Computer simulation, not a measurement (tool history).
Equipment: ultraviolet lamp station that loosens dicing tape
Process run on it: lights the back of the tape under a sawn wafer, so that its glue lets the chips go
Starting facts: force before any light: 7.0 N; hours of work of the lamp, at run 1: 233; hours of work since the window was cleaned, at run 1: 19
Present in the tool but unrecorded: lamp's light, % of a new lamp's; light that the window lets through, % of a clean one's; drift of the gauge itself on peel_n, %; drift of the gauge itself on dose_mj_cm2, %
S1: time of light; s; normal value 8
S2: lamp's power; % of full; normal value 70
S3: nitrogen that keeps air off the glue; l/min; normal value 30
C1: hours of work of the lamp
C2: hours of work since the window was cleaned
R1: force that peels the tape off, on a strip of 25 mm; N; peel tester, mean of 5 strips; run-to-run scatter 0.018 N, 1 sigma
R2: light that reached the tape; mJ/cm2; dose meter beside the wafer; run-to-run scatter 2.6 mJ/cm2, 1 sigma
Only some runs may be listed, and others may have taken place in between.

{"run": 1, "hour": 0.0, "S1": 8, "S2": 70, "S3": 30, "C1": 233, "C2": 19, "R1": 0.904, "R2": 323}
{"run": 2, "hour": 12.0, "S1": 8, "S2": 70, "S3": 14, "C1": 239, "C2": 25, "R1": 1.241, "R2": 322}
{"run": 3, "hour": 19.3, "S1": 8, "S2": 70, "S3": 30, "C1": 243, "C2": 29, "R1": 0.908, "R2": 320}
{"run": 4, "hour": 36.1, "S1": 8, "S2": 83, "S3": 30, "C1": 251, "C2": 37, "R1": 0.659, "R2": 389}
{"run": 5, "hour": 49.4, "S1": 8, "S2": 83, "S3": 30, "C1": 258, "C2": 44, "R1": 0.667, "R2": 380}
{"run": 6, "hour": 65.5, "S1": 8, "S2": 83, "S3": 30, "C1": 266, "C2": 52, "R1": 0.649, "R2": 375}
{"run": 7, "hour": 73.2, "S1": 8, "S2": 83, "S3": 30, "C1": 270, "C2": 56, "R1": 0.646, "R2": 372}
{"run": 8, "hour": 86.6, "S1": 8, "S2": 70, "S3": 27, "C1": 277, "C2": 63, "R1": 0.974, "R2": 316}
{"run": 9, "hour": 97.1, "S1": 8, "S2": 70, "S3": 27, "C1": 282, "C2": 68, "R1": 0.987, "R2": 315}

Forecast run 10:
{"run": 10, "hour": 110.0, "S1": 8, "S2": 70, "S3": 27, "C1": 288, "C2": 74, "R1": "?", "R2": "?"}

{"run 10": {"R1": 0.994, "R2": 317}}
If the tool had no hidden condition, the same run with the same run-to-run variation would have returned R1 0.898 N, R2 335 mJ/cm2.
